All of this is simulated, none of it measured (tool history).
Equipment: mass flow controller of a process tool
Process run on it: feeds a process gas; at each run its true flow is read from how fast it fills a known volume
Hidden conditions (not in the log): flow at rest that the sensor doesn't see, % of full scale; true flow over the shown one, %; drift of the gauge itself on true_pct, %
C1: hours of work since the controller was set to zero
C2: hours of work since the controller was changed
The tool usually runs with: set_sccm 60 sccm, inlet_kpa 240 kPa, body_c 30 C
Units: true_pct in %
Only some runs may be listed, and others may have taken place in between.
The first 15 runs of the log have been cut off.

run 16 day=69.517 | set_sccm=13 inlet_kpa=240 body_c=30 | C1=3929 C2=3929 | true_pct=97.67
run 17 day=72.921 | set_sccm=60 inlet_kpa=240 body_c=30 | C1=3983 C2=3983 | true_pct=98.51
run 18 day=76.404 | set_sccm=21 inlet_kpa=169 body_c=21 | C1=4039 C2=4039 | true_pct=98.89
run 19 day=79.808 | set_sccm=54 inlet_kpa=277 body_c=25 | C1=4093 C2=4093 | true_pct=98.9
run 20 day=83.546 | set_sccm=45 inlet_kpa=252 body_c=20 | C1=4152 C2=4152 | true_pct=99.37
run 21 day=88.242 | set_sccm=45 inlet_kpa=171 body_c=22 | C1=4227 C2=4227 | true_pct=99.26
run 22 day=93.562 | set_sccm=79 inlet_kpa=238 body_c=30 | C1=4312 C2=4312 | true_pct=98.95
run 23 day=96.946 | set_sccm=18 inlet_kpa=256 body_c=30 | C1=4365 C2=4365 | true_pct=97.82
run 24 day=99.892 | set_sccm=18 inlet_kpa=248 body_c=22 | C1=4412 C2=4412 | true_pct=98.62
run 25 day=103.667 | set_sccm=18 inlet_kpa=248 body_c=22 | C1=4472 C2=4472 | true_pct=98.72
run 26 day=109.425 | set_sccm=18 inlet_kpa=248 body_c=22 | C1=4564 C2=4564 | true_pct=98.6
run 27 day=112.771 | set_sccm=39 inlet_kpa=152 body_c=30 | C1=4617 C2=4617 | true_pct=98.36
run 28 day=117.2 | set_sccm=11 inlet_kpa=212 body_c=23 | C1=4687 C2=4687 | true_pct=98.47
run 29 day=122.117 | set_sccm=31 inlet_kpa=174 body_c=27 | C1=4765 C2=4765 | true_pct=98.42
run 30 day=124.754 | set_sccm=42 inlet_kpa=248 body_c=30 | C1=4807 C2=4807 | true_pct=98.28
run 31 day=130.4 | set_sccm=38 inlet_kpa=273 body_c=24 | C1=4897 C2=4897 | true_pct=98.75
run 32 day=133.317 | set_sccm=60 inlet_kpa=183 body_c=30 | C1=4943 C2=4943 | true_pct=98.66
run 33 day=136.521 | set_sccm=54 inlet_kpa=212 body_c=30 | C1=4994 C2=4994 | true_pct=98.55

4 options for the next run, each taken on its own from the tool as it stands now. Forecast them:
run A day=140.742 | set_sccm=54 inlet_kpa=212 body_c=27 | C1=5061 C2=5061 | true_pct=?
run B day=140.742 | set_sccm=41 inlet_kpa=212 body_c=30 | C1=5061 C2=5061 | true_pct=?
run C day=140.742 | set_sccm=14 inlet_kpa=240 body_c=36 | C1=5061 C2=5061 | true_pct=?
run D day=140.742 | set_sccm=24 inlet_kpa=220 body_c=24 | C1=5061 C2=5061 | true_pct=?

run=A true_pct=98.94
run=B true_pct=98.25
run=C true_pct=96.93
run=D true_pct=98.66
What these runs would have given with no unlogged condition in the tool:
run=A true_pct=98.95
run=B true_pct=98.25
run=C true_pct=96.95
run=D true_pct=98.67

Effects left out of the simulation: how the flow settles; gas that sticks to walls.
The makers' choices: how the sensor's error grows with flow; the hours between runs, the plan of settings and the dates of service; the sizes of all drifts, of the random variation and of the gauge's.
